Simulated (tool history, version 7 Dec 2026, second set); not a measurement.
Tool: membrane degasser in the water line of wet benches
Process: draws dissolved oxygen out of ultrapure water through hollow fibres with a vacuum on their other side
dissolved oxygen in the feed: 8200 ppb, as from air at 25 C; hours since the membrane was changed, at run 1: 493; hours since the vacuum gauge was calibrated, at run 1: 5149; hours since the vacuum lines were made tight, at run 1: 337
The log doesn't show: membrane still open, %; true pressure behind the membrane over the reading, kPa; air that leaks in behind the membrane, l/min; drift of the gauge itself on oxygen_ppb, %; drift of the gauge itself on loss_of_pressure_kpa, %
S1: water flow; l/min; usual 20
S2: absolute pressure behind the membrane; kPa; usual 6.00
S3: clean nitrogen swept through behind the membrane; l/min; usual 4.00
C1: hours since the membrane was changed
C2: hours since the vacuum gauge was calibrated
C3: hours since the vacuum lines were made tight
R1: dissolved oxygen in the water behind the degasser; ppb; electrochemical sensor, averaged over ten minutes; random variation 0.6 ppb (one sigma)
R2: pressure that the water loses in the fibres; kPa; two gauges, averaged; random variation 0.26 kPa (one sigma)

run 1 hour=0.0 | S1=20 S2=6.00 S3=4.00 | C1=493 C2=5149 C3=337 | R1=58.5 R2=69.39
run 2 hour=31.3 | S1=20 S2=6.00 S3=4.00 | C1=525 C2=5180 C3=369 | R1=58.3 R2=69.63
run 3 hour=61.0 | S1=20 S2=6.00 S3=4.00 | C1=554 C2=5210 C3=398 | R1=58.2 R2=69.12
run 4 hour=96.7 | S1=20 S2=6.00 S3=4.00 | C1=590 C2=5245 C3=434 | R1=59.1 R2=69.80
run 5 hour=127.4 | S1=20 S2=6.00 S3=4.00 | C1=621 C2=5276 C3=465 | R1=59.0 R2=69.69
run 6 hour=171.7 | S1=20 S2=6.00 S3=4.00 | C1=665 C2=5320 C3=509 | R1=57.6 R2=69.39
run 7 hour=204.9 | S1=20 S2=6.00 S3=4.00 | C1=698 C2=5354 C3=542 | R1=59.3 R2=69.40
run 8 hour=234.1 | S1=20 S2=6.00 S3=4.00 | C1=727 C2=5383 C3=572 | R1=60.6 R2=69.31
run 9 hour=275.3 | S1=20 S2=6.00 S3=4.00 | C1=769 C2=5424 C3=613 | R1=58.8 R2=69.71
run 10 hour=315.8 | S1=20 S2=6.00 S3=4.00 | C1=809 C2=5464 C3=653 | R1=59.6 R2=69.52
run 11 hour=350.6 | S1=20 S2=6.00 S3=4.00 | C1=844 C2=5499 C3=688 | R1=60.1 R2=69.60
run 12 hour=375.2 | S1=20 S2=6.00 S3=4.00 | C1=868 C2=5524 C3=713 | R1=58.8 R2=69.70
-- hour=415.7 vacuum gauge calibrated
run 13 hour=416.7 | S1=20 S2=6.00 S3=4.00 | C1=909 C2=1 C3=754 | R1=51.7 R2=69.86
run 14 hour=438.2 | S1=29 S2=6.00 S3=4.00 | C1=931 C2=22 C3=775 | R1=124.3 R2=101.00
run 15 hour=488.1 | S1=30 S2=4.75 S3=2.00 | C1=981 C2=72 C3=825 | R1=134.9 R2=104.08
run 16 hour=513.9 | S1=30 S2=4.75 S3=2.00 | C1=1007 C2=98 C3=851 | R1=134.8 R2=104.31
run 17 hour=557.2 | S1=20 S2=10.44 S3=4.00 | C1=1050 C2=141 C3=894 | R1=104.8 R2=70.18
run 18 hour=591.1 | S1=25 S2=8.34 S3=3.18 | C1=1084 C2=175 C3=928 | R1=142.0 R2=87.56
run 19 hour=617.6 | S1=18 S2=4.05 S3=10.41 | C1=1110 C2=202 C3=955 | R1=15.4 R2=62.74
run 20 hour=656.8 | S1=30 S2=6.00 S3=2.05 | C1=1150 C2=241 C3=994 | R1=173.8 R2=104.98
run 21 hour=698.6 | S1=20 S2=6.00 S3=9.84 | C1=1191 C2=283 C3=1036 | R1=33.1 R2=69.59
run 22 hour=720.4 | S1=20 S2=6.00 S3=9.84 | C1=1213 C2=305 C3=1057 | R1=33.6 R2=69.46
run 23 hour=767.8 | S1=28 S2=6.00 S3=3.13 | C1=1261 C2=352 C3=1105 | R1=124.0 R2=97.98

Measured less the same run without the tool's hidden state. The same run-to-run variation is in both; the gauge's scatter may not be:
run=1 R1=+6.7 R2=+0.22
run=2 R1=+6.6 R2=+0.25
run=3 R1=+6.8 R2=+0.26
run=4 R1=+6.9 R2=+0.28
run=5 R1=+6.9 R2=+0.29
run=6 R1=+6.9 R2=+0.31
run=7 R1=+7.2 R2=+0.33
run=8 R1=+7.3 R2=+0.34
run=9 R1=+7.2 R2=+0.36
run=10 R1=+7.4 R2=+0.38
run=11 R1=+7.5 R2=+0.39
run=12 R1=+7.5 R2=+0.41
run=13 R1=+0.6 R2=+0.43
run=14 R1=+1.9 R2=+0.63
run=15 R1=+2.1 R2=+0.69
run=16 R1=+2.2 R2=+0.71
run=17 R1=+1.2 R2=+0.50
run=18 R1=+2.0 R2=+0.64
run=19 R1=+0.6 R2=+0.47
run=20 R1=+3.1 R2=+0.82
run=21 R1=+1.0 R2=+0.56
run=22 R1=+1.0 R2=+0.57
run=23 R1=+3.1 R2=+0.83
